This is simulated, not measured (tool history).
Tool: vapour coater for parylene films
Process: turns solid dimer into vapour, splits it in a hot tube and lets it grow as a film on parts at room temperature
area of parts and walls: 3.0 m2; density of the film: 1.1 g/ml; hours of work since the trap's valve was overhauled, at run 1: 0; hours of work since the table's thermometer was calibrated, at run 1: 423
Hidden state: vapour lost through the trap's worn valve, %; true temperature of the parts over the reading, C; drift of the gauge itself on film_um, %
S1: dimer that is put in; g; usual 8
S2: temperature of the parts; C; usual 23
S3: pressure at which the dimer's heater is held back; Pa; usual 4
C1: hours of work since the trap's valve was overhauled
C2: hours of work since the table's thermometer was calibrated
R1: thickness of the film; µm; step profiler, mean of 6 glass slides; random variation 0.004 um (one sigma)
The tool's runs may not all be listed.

{"run": 1, "hour": 0.0, "S1": 8, "S2": 23, "S3": 4, "C1": 0, "C2": 423, "R1": 1.286}
{"run": 2, "hour": 52.3, "S1": 8, "S2": 23, "S3": 4, "C1": 27, "C2": 449, "R1": 1.284}
{"run": 3, "hour": 76.8, "S1": 8, "S2": 23, "S3": 4, "C1": 39, "C2": 462, "R1": 1.273}
{"run": 4, "hour": 126.7, "S1": 8, "S2": 23, "S3": 8.77, "C1": 65, "C2": 487, "R1": 1.1}
{"run": 5, "hour": 184.7, "S1": 8, "S2": 23, "S3": 8.77, "C1": 94, "C2": 517, "R1": 1.091}
{"run": 6, "hour": 242.8, "S1": 8, "S2": 23, "S3": 4, "C1": 124, "C2": 546, "R1": 1.258}
{"run": 7, "hour": 293.4, "S1": 8, "S2": 23, "S3": 4, "C1": 149, "C2": 572, "R1": 1.253}
{"run": 8, "hour": 351.4, "S1": 8, "S2": 23, "S3": 4, "C1": 179, "C2": 602, "R1": 1.249}
{"hour": 360.8, "done": "trap's valve overhauled"}
{"run": 9, "hour": 414.2, "S1": 8, "S2": 23, "S3": 4, "C1": 27, "C2": 632, "R1": 1.226}
{"run": 10, "hour": 454.7, "S1": 7, "S2": 23, "S3": 4, "C1": 48, "C2": 652, "R1": 1.068}
{"run": 11, "hour": 505.7, "S1": 8, "S2": 23, "S3": 10.82, "C1": 74, "C2": 678, "R1": 1.025}
{"run": 12, "hour": 538.4, "S1": 14, "S2": 23, "S3": 4, "C1": 90, "C2": 695, "R1": 2.12}
{"run": 13, "hour": 589.8, "S1": 14, "S2": 23, "S3": 4, "C1": 117, "C2": 721, "R1": 2.109}
{"hour": 601.4, "done": "trap's valve overhauled, once more"}
{"run": 14, "hour": 636.3, "S1": 14, "S2": 23, "S3": 4, "C1": 18, "C2": 743, "R1": 2.255}
{"run": 15, "hour": 676.2, "S1": 4, "S2": 23, "S3": 4.11, "C1": 38, "C2": 763, "R1": 0.645}
{"run": 16, "hour": 724.1, "S1": 6, "S2": 23, "S3": 4.11, "C1": 63, "C2": 787, "R1": 0.947}
{"run": 17, "hour": 778.0, "S1": 6, "S2": 23, "S3": 4.11, "C1": 90, "C2": 815, "R1": 0.947}
{"run": 18, "hour": 836.8, "S1": 6, "S2": 23, "S3": 4.11, "C1": 120, "C2": 845, "R1": 0.943}
{"run": 19, "hour": 871.2, "S1": 4, "S2": 15, "S3": 6.35, "C1": 137, "C2": 862, "R1": 0.698}
{"hour": 875.4, "done": "table's thermometer calibrated"}
{"run": 20, "hour": 910.9, "S1": 11, "S2": 23, "S3": 3.29, "C1": 157, "C2": 18, "R1": 1.773}
{"run": 21, "hour": 954.3, "S1": 4, "S2": 29, "S3": 10.61, "C1": 179, "C2": 40, "R1": 0.448}
{"run": 22, "hour": 996.2, "S1": 6, "S2": 23, "S3": 3.35, "C1": 201, "C2": 62, "R1": 0.953}
{"run": 23, "hour": 1022.5, "S1": 13, "S2": 23, "S3": 3.35, "C1": 214, "C2": 75, "R1": 2.06}
{"hour": 1080.2, "done": "trap's valve overhauled"}
{"run": 24, "hour": 1087.4, "S1": 8, "S2": 21, "S3": 4, "C1": 4, "C2": 106, "R1": 1.344}
{"run": 25, "hour": 1143.3, "S1": 8, "S2": 23, "S3": 4.01, "C1": 32, "C2": 134, "R1": 1.276}
{"run": 26, "hour": 1177.4, "S1": 11, "S2": 23, "S3": 2.83, "C1": 50, "C2": 152, "R1": 1.865}
{"run": 27, "hour": 1202.5, "S1": 11, "S2": 31, "S3": 7.74, "C1": 62, "C2": 165, "R1": 1.287}
{"run": 28, "hour": 1259.9, "S1": 11, "S2": 31, "S3": 7.74, "C1": 92, "C2": 194, "R1": 1.281}

5 ways to go on from here, each from the tool as it stands after run 28. What would each give?
{"run": "A", "hour": 1303.7, "S1": 3, "S2": 31, "S3": 7.08, "C1": 114, "C2": 216, "R1": "?"}
{"run": "B", "hour": 1303.7, "S1": 6, "S2": 32, "S3": 7.74, "C1": 114, "C2": 216, "R1": "?"}
{"run": "C", "hour": 1303.7, "S1": 6, "S2": 23, "S3": 11.14, "C1": 114, "C2": 216, "R1": "?"}
{"run": "D", "hour": 1303.7, "S1": 5, "S2": 25, "S3": 4.11, "C1": 114, "C2": 216, "R1": "?"}
{"run": "E", "hour": 1303.7, "S1": 11, "S2": 31, "S3": 9.57, "C1": 114, "C2": 216, "R1": "?"}

run=A R1=0.353
run=B R1=0.687
run=C R1=0.787
run=D R1=0.736
run=E R1=1.226
Without the tool's hidden state the same runs would have given:
run=A R1=0.359
run=B R1=0.697
run=C R1=0.799
run=D R1=0.747
run=E R1=1.245

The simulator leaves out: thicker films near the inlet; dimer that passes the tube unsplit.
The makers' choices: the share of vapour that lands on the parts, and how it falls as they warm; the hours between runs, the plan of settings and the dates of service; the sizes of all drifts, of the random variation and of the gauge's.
